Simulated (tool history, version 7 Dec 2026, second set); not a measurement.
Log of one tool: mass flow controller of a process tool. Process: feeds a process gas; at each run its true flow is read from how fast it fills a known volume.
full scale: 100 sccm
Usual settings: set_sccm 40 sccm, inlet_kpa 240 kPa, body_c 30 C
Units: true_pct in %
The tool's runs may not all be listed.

run	hour	set_sccm	inlet_kpa	body_c	true_pct
1	0	40	240	30	99.47
2	125.1	40	240	30	99.46
3	335.1	40	240	30	99.51
4	469.7	40	240	30	99.5
5	582.9	40	240	29	99.37
6	695.7	40	240	22	98.7
7	863.3	10	240	30	98.19
8	1030.1	40	240	30	99.43
9	1132.9	40	240	30	99.61
10	1272.7	78	240	30	100.12
11	1475	78	240	30	100.03
12	1672	40	240	30	99.51
13	1870.9	92	240	30	100.23
# hour 1884.2: controller's zero set anew
14	2073.8	92	240	30	100.29
15	2294.1	92	240	30	100.29
# hour 2464.7: controller's zero set anew, once more
16	2484.4	12	200	24	99.1
17	2610.2	12	215	29	99.46
18	2802.6	12	215	29	99.26
19	2937.4	25	199	30	99.78
20	3156.4	40	221	20	98.98
21	3293.2	40	221	20	99.16
22	3414.7	17	159	24	99.12
23	3618.8	34	162	22	99.37
24	3712.5	34	162	22	99.38
25	3828	34	162	22	99.35
26	4043.4	34	162	22	99.4
27	4153.8	18	189	22	98.55
28	4292.3	10	238	26	97.75
29	4429.2	14	235	21	97.84

5 ways to go on from here, each from the tool as it stands after run 29. What would each give?
A	4579.2	90	165	30	?
B	4579.2	69	202	30	?
C	4579.2	70	161	23	?
D	4579.2	63	240	30	?
E	4579.2	73	235	21	?

run	true_pct
A	100.86
B	100.66
C	100.2
D	100.31
E	99.63
Without the tool's hidden state the same runs would have given:
run	true_pct
A	100.3
B	100.16
C	99.7
D	99.85
E	99.12
